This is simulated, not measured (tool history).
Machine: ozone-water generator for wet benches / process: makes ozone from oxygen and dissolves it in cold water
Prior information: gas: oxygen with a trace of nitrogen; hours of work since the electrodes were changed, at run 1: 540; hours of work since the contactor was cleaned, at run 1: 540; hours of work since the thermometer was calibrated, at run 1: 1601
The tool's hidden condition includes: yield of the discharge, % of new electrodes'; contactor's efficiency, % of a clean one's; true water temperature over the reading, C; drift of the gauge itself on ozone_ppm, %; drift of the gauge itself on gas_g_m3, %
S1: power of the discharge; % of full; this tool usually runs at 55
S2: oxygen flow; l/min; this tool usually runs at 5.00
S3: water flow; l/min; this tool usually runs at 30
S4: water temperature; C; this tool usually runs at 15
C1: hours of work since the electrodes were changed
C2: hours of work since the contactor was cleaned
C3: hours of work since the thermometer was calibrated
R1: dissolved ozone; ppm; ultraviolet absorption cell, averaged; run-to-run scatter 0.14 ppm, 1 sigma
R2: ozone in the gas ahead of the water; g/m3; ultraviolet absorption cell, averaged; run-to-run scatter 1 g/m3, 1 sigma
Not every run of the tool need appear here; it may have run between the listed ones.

run    hour  S1    S2  S3  S4    C1    C2    C3    R1     R2
  1     0.0  55  5.00  30  15   540   540  1601  16.5  170.5
  2    40.9  55  5.00  30  22   578   578  1639  15.2  173.6
  3    82.4  55  5.00  30  15   616   616  1678  16.2  169.4
  4   135.9  55  5.00  45  15   666   666  1727  11.0  171.0
  5   169.1  55  5.00  45  15   696   696  1758  10.8  170.7
  6   222.4  55  5.00  45  15   746   746  1808  10.9  171.1
  7   287.3  55  5.00  45  15   806   806  1868  10.8  172.4
  8   319.0  55  5.00  35  15   836   836  1897  14.2  172.4
  9   370.1  55  5.00  35  15   883   883  1945  14.0  170.6
 10   399.0  55  5.00  35  15   910   910  1972  13.8  171.0
 11   454.4  55  7.43  30  15   961   961  2023  15.9  130.3
 12   500.2  55  5.00  30  15  1004  1004  2065  16.2  168.9
 13   535.4  55  5.00  30  15  1036  1036  2098  16.2  171.8
 14   591.5  55  5.00  30  15  1088  1088  2150  16.1  169.5
 15   620.5  55  5.00  30  15  1115  1115  2177  16.2  170.2
 16   680.7  55  5.85  30  15  1171  1171  2233  16.1  152.4
 17   714.6  55  5.85  30  15  1202  1202  2264  16.0  152.8
 18   773.7  55  5.85  30  15  1257  1257  2319  16.2  153.2
 19   815.9  55  5.85  35   9  1296  1296  2358  14.8  152.7
 20   869.0  92  6.07  28   7  1346  1346  2407  26.4  210.2
 21   919.3  55  5.00  26  15  1392  1392  2454  18.1  168.3
 22   957.1  79  8.87  26  15  1427  1427  2489  21.9  146.7
 23   984.1  55  5.00  31  15  1452  1452  2514  15.7  169.4
 24  1022.8  47  2.90  30  15  1488  1488  2550  13.8  218.6
 25  1051.0  66  3.21  25  10  1515  1515  2576  22.1  254.8
 26  1096.1  66  5.05  25  14  1556  1556  2618  21.6  190.6
 27  1127.9  45  6.22  25   9  1586  1586  2648  17.3  127.7
 28  1180.9  55  5.00  37  15  1635  1635  2697  13.0  169.0
 29  1245.5  59  3.49  22  12  1695  1695  2757  22.3  223.8
 30  1305.1  55  6.15  30  15  1750  1750  2812  15.8  145.3
 31  1346.3  55  5.00  33  11  1788  1788  2850  15.2  168.0
 32  1382.5  55  3.31  33  10  1822  1822  2884  14.2  219.5
 33  1447.6  43  4.31  30  13  1882  1882  2944  13.6  157.1
 34  1484.4  55  8.48  30  15  1917  1917  2978  15.3  117.3

Here are 3 independent what-if runs from the current tool condition. What would each one return?
  A  1535.7  93  5.00  19  11  1964  1964  3026   ?   ?
  B  1535.7  55  8.48  30  16  1964  1964  3026   ?   ?
  C  1535.7  84  8.48  21  10  1964  1964  3026   ?   ?

run    R1     R2
  A  34.0  235.4
  B  15.1  118.5
  C  28.6  157.8
Had the tool no hidden state, the same runs would have come out as:
run    R1     R2
  A  36.5  249.9
  B  15.9  123.5
  C  30.5  166.9
